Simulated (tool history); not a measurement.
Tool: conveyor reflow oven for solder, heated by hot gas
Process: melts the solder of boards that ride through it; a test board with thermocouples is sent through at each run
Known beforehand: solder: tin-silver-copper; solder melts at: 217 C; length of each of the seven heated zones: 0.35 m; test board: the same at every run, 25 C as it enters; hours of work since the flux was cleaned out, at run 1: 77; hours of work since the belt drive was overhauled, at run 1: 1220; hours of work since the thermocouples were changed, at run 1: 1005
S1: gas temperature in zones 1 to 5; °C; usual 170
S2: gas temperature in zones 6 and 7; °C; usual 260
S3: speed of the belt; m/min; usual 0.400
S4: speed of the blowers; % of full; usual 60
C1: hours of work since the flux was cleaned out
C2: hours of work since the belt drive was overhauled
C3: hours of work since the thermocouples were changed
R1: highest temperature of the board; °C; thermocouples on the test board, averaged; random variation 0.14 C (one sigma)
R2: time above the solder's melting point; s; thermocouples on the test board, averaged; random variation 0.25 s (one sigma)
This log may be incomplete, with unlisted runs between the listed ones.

Run 1, hour 0.0: usual settings; C1 77; C2 1220; C3 1005. Result: R1 247.5 °C, R2 73.4 s.
At hour 36.3: belt drive overhauled, speed set with a stopwatch.
Run 2, hour 50.8: usual settings; C1 102; C2 8; C3 1030. Result: R1 247.3 °C, R2 73.3 s.
Run 3, hour 84.3: usual settings but S2 249 °C; C1 119; C2 25; C3 1048. Result: R1 237.7 °C, R2 60.6 s.
Run 4, hour 128.5: usual settings; C1 143; C2 49; C3 1071. Result: R1 247.5 °C, R2 72.9 s.
Run 5, hour 152.1: usual settings; C1 155; C2 61; C3 1083. Result: R1 247.4 °C, R2 73.4 s.
Run 6, hour 199.3: usual settings; C1 180; C2 86; C3 1108. Result: R1 247.4 °C, R2 73.5 s.
Run 7, hour 232.2: usual settings; C1 198; C2 103; C3 1126. Result: R1 247.3 °C, R2 73.2 s.
Run 8, hour 254.0: usual settings but S1 169 °C; C1 209; C2 115; C3 1137. Result: R1 247.3 °C, R2 72.7 s.
Run 9, hour 281.7: usual settings; C1 224; C2 130; C3 1152. Result: R1 247.7 °C, R2 73.0 s.
At hour 314.6: flux residue cleaned out of gas plates and filters.
Run 10, hour 319.1: usual settings; C1 2; C2 147; C3 1169. Result: R1 247.2 °C, R2 73.2 s.
Run 11, hour 360.6: usual settings but S3 0.468 m/min; C1 24; C2 169; C3 1191. Result: R1 242.6 °C, R2 54.9 s.
Run 12, hour 405.2: usual settings but S4 72 % of full; C1 48; C2 192; C3 1214. Result: R1 248.8 °C, R2 75.8 s.
Run 13, hour 435.1: usual settings but S4 72 % of full; C1 64; C2 208; C3 1230. Result: R1 249.2 °C, R2 75.7 s.
Run 14, hour 469.3: usual settings but S2 262 °C, S4 72 % of full; C1 82; C2 226; C3 1248. Result: R1 250.8 °C, R2 77.7 s.
Run 15, hour 493.9: usual settings but S2 262 °C, S4 84 % of full; C1 95; C2 239; C3 1261. Result: R1 252.3 °C, R2 79.6 s.
Run 16, hour 514.5: usual settings; C1 106; C2 250; C3 1272. Result: R1 247.5 °C, R2 73.1 s.
Run 17, hour 542.4: usual settings but S1 164 °C, S2 250 °C, S3 0.379 m/min, S4 80 % of full; C1 120; C2 265; C3 1287. Result: R1 240.8 °C, R2 69.4 s.
Run 18, hour 564.7: usual settings but S3 0.331 m/min; C1 132; C2 276; C3 1298. Result: R1 252.1 °C, R2 96.9 s.
Run 19, hour 595.8: usual settings but S1 156 °C, S2 274 °C, S3 0.364 m/min; C1 148; C2 293; C3 1315. Result: R1 261.1 °C, R2 88.5 s.
Run 20, hour 615.2: usual settings but S1 156 °C, S2 274 °C, S3 0.364 m/min; C1 159; C2 303; C3 1325. Result: R1 261.1 °C, R2 88.7 s.
Run 21, hour 658.5: usual settings but S1 156 °C, S2 274 °C, S3 0.364 m/min; C1 182; C2 326; C3 1348. Result: R1 261.1 °C, R2 88.8 s.
Run 22, hour 697.5: usual settings but S1 172 °C, S2 268 °C, S3 0.341 m/min, S4 58 % of full; C1 202; C2 346; C3 1369. Result: R1 258.7 °C, R2 100.9 s.
Run 23, hour 717.1: usual settings but S1 172 °C, S2 269 °C, S3 0.341 m/min, S4 58 % of full; C1 212; C2 357; C3 1379. Result: R1 259.5 °C, R2 101.4 s.
Run 24, hour 749.5: usual settings but S1 172 °C, S2 269 °C, S3 0.341 m/min, S4 58 % of full; C1 230; C2 374; C3 1396. Result: R1 259.7 °C, R2 101.6 s.
At hour 771.2: flux residue cleaned out of gas plates and filters.
Run 25, hour 801.5: usual settings but S1 172 °C, S2 269 °C, S3 0.417 m/min, S4 58 % of full; C1 16; C2 399; C3 1421. Result: R1 254.2 °C, R2 76.5 s.
Run 26, hour 842.5: usual settings but S1 173 °C, S3 0.437 m/min; C1 38; C2 420; C3 1442. Result: R1 245.7 °C, R2 64.7 s.
At hour 847.4: thermocouples of zones 6 and 7 changed.
Run 27, hour 889.2: usual settings but S1 173 °C, S3 0.437 m/min; C1 61; C2 444; C3 22. Result: R1 245.4 °C, R2 64.5 s.
Run 28, hour 933.5: usual settings but S1 173 °C, S3 0.437 m/min; C1 85; C2 467; C3 45. Result: R1 245.4 °C, R2 64.9 s.
Run 29, hour 958.2: usual settings but S1 174 °C, S2 253 °C, S3 0.359 m/min, S4 72 % of full; C1 98; C2 480; C3 58. Result: R1 245.4 °C, R2 84.1 s.
Run 30, hour 995.5: usual settings but S1 174 °C, S2 253 °C, S3 0.359 m/min, S4 72 % of full; C1 117; C2 500; C3 78. Result: R1 245.3 °C, R2 84.4 s.
Run 31, hour 1030.1: usual settings but S1 156 °C, S2 264 °C, S3 0.340 m/min, S4 58 % of full; C1 136; C2 518; C3 96. Result: R1 253.6 °C, R2 89.0 s.

Forecast each of these 3 alternatives for the next run:
Run A, hour 1051.5: usual settings but S1 181 °C, S2 270 °C, S3 0.376 m/min, S4 58 % of full; C1 147; C2 530; C3 108. Result: R1 ?, R2 ?.
Run B, hour 1051.5: usual settings but S1 160 °C, S2 252 °C, S4 66 % of full; C1 147; C2 530; C3 108. Result: R1 ?, R2 ?.
Run C, hour 1051.5: usual settings but S4 63 % of full; C1 147; C2 530; C3 108. Result: R1 ?, R2 ?.

run     R1    R2
  A  259.4  95.5
  B  239.5  59.8
  C  248.0  73.8
Had the tool no hidden state, the same runs would have come out as:
run     R1    R2
  A  259.4  95.5
  B  239.5  59.8
  C  248.0  73.8

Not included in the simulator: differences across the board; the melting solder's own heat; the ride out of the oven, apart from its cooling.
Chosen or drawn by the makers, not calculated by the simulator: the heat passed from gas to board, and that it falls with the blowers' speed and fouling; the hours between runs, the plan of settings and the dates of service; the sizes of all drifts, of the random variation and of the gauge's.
